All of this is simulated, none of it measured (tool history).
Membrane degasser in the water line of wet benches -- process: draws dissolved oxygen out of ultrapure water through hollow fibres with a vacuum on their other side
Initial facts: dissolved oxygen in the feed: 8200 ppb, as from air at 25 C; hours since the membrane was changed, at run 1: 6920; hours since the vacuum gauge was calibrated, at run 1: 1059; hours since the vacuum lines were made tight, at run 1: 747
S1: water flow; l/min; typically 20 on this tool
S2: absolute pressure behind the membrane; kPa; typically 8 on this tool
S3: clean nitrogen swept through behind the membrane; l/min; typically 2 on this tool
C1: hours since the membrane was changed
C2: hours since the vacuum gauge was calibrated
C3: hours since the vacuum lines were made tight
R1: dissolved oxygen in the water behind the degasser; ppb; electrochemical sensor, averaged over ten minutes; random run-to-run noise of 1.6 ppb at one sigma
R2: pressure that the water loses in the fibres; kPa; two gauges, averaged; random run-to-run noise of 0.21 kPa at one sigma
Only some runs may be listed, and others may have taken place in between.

run 1 hour=0 | S1=20 S2=8 S3=2 | C1=6920 C2=1059 C3=747 | R1=182.2 R2=51.47
run 2 hour=134.7 | S1=20 S2=8 S3=2 | C1=7054 C2=1194 C3=882 | R1=184.7 R2=51.66
run 3 hour=357.5 | S1=20 S2=8 S3=2 | C1=7277 C2=1417 C3=1104 | R1=188 R2=51.89
run 4 hour=542.7 | S1=20 S2=8 S3=2 | C1=7462 C2=1602 C3=1290 | R1=185.8 R2=51.71
run 5 hour=799.3 | S1=20 S2=19.28 S3=2 | C1=7719 C2=1858 C3=1546 | R1=436.1 R2=51.98
run 6 hour=1067.3 | S1=20 S2=19.28 S3=2 | C1=7987 C2=2126 C3=1814 | R1=439.7 R2=52.35
run 7 hour=1310.6 | S1=20 S2=19.28 S3=2 | C1=8230 C2=2370 C3=2057 | R1=446.9 R2=52.64
run 8 hour=1560.9 | S1=20 S2=19.28 S3=2 | C1=8480 C2=2620 C3=2308 | R1=451.9 R2=52.68
run 9 hour=1785.6 | S1=20 S2=19.28 S3=2 | C1=8705 C2=2845 C3=2532 | R1=453.4 R2=53.02
-- hour=1804.7 vacuum gauge calibrated
run 10 hour=1935.4 | S1=20 S2=19.28 S3=2 | C1=8855 C2=131 C3=2682 | R1=446.9 R2=52.78
-- hour=2028.6 membrane cartridge changed
-- hour=2182.4 seals of the vacuum lines changed
run 11 hour=2190.6 | S1=20 S2=19.28 S3=2 | C1=160 C2=380 C3=8 | R1=415.4 R2=46.63
run 12 hour=2322 | S1=20 S2=19.28 S3=5.27 | C1=291 C2=511 C3=140 | R1=195.2 R2=47.21
run 13 hour=2584.3 | S1=20 S2=19.28 S3=5.27 | C1=554 C2=774 C3=402 | R1=194 R2=47.14
run 14 hour=2777.3 | S1=20 S2=19.28 S3=5.27 | C1=747 C2=967 C3=595 | R1=196 R2=47.06
run 15 hour=3015.5 | S1=20 S2=19.28 S3=5.27 | C1=985 C2=1205 C3=833 | R1=200 R2=47.47
run 16 hour=3168.7 | S1=20 S2=19.28 S3=5.27 | C1=1138 C2=1358 C3=986 | R1=199.4 R2=47.43
-- hour=3345.6 vacuum gauge calibrated, once more
run 17 hour=3354.7 | S1=20 S2=19.28 S3=5.27 | C1=1324 C2=9 C3=1172 | R1=191.9 R2=47.63
run 18 hour=3573 | S1=20 S2=12.48 S3=3.01 | C1=1542 C2=227 C3=1390 | R1=197 R2=47.49

Run 19 is up next; what results do you expect?
run 19 hour=3721.6 | S1=20 S2=12.48 S3=3.01 | C1=1690 C2=376 C3=1539 | R1=? R2=?

{"run 19": {"R1": 197.5, "R2": 48.05}}
On a tool with no hidden condition, and with the same random variation, this run would have come out at R1 189.4 ppb, R2 46.91 kPa.

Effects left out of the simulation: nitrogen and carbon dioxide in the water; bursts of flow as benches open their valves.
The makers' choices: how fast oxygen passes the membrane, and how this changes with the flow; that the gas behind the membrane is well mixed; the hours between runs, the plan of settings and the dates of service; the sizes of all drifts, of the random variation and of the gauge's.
